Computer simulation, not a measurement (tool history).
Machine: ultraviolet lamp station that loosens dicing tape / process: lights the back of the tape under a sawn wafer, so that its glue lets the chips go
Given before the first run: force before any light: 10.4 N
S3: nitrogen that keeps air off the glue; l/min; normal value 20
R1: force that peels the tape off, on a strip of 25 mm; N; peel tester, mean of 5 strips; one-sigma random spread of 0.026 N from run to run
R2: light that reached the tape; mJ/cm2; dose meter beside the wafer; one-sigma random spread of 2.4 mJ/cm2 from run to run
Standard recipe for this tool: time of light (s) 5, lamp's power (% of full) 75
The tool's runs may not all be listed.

run 1 hour=0.0 | time_of_light_(s)=5 lamp's_power_(%_of_full)=75 S3=20 | R1=1.503 R2=261
run 2 hour=11.1 | time_of_light_(s)=5 lamp's_power_(%_of_full)=75 S3=20 | R1=1.465 R2=258
run 3 hour=25.4 | time_of_light_(s)=5 lamp's_power_(%_of_full)=75 S3=20 | R1=1.482 R2=255
run 4 hour=34.1 | time_of_light_(s)=5 lamp's_power_(%_of_full)=93 S3=20 | R1=0.946 R2=314
run 5 hour=49.5 | time_of_light_(s)=5 lamp's_power_(%_of_full)=93 S3=20 | R1=0.953 R2=311
run 6 hour=62.3 | time_of_light_(s)=5 lamp's_power_(%_of_full)=93 S3=20 | R1=0.953 R2=316
run 7 hour=74.8 | time_of_light_(s)=5 lamp's_power_(%_of_full)=75 S3=6 | R1=3.114 R2=253
run 8 hour=90.2 | time_of_light_(s)=5 lamp's_power_(%_of_full)=92 S3=20 | R1=1.003 R2=311
run 9 hour=97.5 | time_of_light_(s)=5 lamp's_power_(%_of_full)=92 S3=20 | R1=1.024 R2=313
run 10 hour=105.6 | time_of_light_(s)=5 lamp's_power_(%_of_full)=92 S3=20 | R1=1.030 R2=311
run 11 hour=115.1 | time_of_light_(s)=5 lamp's_power_(%_of_full)=92 S3=20 | R1=1.035 R2=308
run 12 hour=124.0 | time_of_light_(s)=5 lamp's_power_(%_of_full)=92 S3=20 | R1=1.019 R2=307
run 13 hour=138.2 | time_of_light_(s)=3 lamp's_power_(%_of_full)=75 S3=14 | R1=3.830 R2=149

Estimate the outcome of run 14 from the log above:
run 14 hour=149.0 | time_of_light_(s)=3 lamp's_power_(%_of_full)=75 S3=14 | R1=? R2=?

Run 14 produced R1 3.762 N, R2 153 mJ/cm2.
On a tool with no hidden condition, and with the same random variation, this run would have come out at R1 3.375 N, R2 170 mJ/cm2.
